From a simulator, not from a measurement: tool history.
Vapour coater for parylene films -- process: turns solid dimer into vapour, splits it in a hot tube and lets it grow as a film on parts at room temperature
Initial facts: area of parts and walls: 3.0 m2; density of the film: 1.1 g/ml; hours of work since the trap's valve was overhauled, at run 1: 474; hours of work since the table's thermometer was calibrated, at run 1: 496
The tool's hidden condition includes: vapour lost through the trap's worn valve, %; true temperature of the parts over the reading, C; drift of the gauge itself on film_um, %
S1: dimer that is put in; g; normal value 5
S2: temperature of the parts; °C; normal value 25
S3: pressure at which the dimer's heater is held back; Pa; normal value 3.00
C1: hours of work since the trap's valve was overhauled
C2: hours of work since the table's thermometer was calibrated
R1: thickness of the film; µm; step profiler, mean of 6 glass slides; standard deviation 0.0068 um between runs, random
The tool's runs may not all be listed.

run   hour  S1  S2     S3   C1   C2     R1
  1    0.0   5  25   3.00  474  496  1.208
  2   11.4   5  25   3.00  482  503  1.213
  3   25.4   5  25   3.00  491  513  1.214
  4   41.0   5  25   3.00  502  523  1.211
  5   51.8   5  25   3.00  509  530  1.223
  6   61.2   5  25   3.00  515  537  1.212
  7   80.3   5  25   3.00  528  549  1.229
  8  100.6   5  25   3.00  541  563  1.215
  9  112.1   5  25   3.00  549  571  1.210
 10  120.9   5  25   3.00  555  576  1.215
 11  129.7   5  25   3.00  561  582  1.222
 12  148.1   5  23   3.00  573  594  1.260
 13  162.7   5  25   3.00  583  604  1.211
     179.4  -- trap's valve overhauled
 14  187.3   5  25   3.00    5  618  1.227
 15  206.0   5  25   3.00   18  630  1.218
 16  218.2   5  25   3.00   26  639  1.209
 17  238.7   5  25   3.00   39  652  1.221
 18  253.8   5  20   3.00   50  662  1.324
 19  266.7   5  22   3.00   58  671  1.277
 20  284.4   5  25   3.00   70  683  1.220
 21  300.2   5  25   3.00   80  693  1.213
 22  315.8   5  25   3.00   91  704  1.219
 23  326.8   5  25   3.00   98  711  1.206
 24  344.8   5  25   3.00  110  723  1.202
 25  356.8   5  25   3.00  118  731  1.225
 26  368.2   4  25  11.46  126  738  0.903
 27  381.1   5  18   2.08  134  747  1.402
 28  395.6   2  30   3.00  144  757  0.453
 29  411.2   2  32   5.24  154  767  0.419
 30  425.4   4  26   3.37  164  776  0.954
 31  440.5   5  22  11.49  174  787  1.188
 32  450.8   5  22  11.49  181  793  1.174
 33  462.7   5  22  11.49  189  801  1.180
 34  482.1   3  25   3.00  202  814  0.735
 35  498.0   3  25   3.00  212  825  0.720
 36  509.3   3  25   3.00  220  832  0.728
 37  527.2   8  20   3.74  232  844  2.090
 38  544.2   8  20   3.74  243  856  2.086
 39  558.8   2  29   3.73  253  865  0.452
 40  576.4   5  18   5.88  264  877  1.312
 41  588.4   4  25   3.00  272  885  0.984
 42  597.0   3  19   3.08  278  891  0.802
 43  609.2   2  28  10.49  286  899  0.431
 44  626.8   2  19   2.28  298  911  0.548
 45  644.5   2  28   5.42  310  922  0.442

Hidden state at the last listed run before each entry between runs and at the first one after, where it differs:
Between runs 13 and 14: trap's valve overhauled (hour 179.4)
  vapour lost through the trap's worn valve, %: 0.1 -> 0
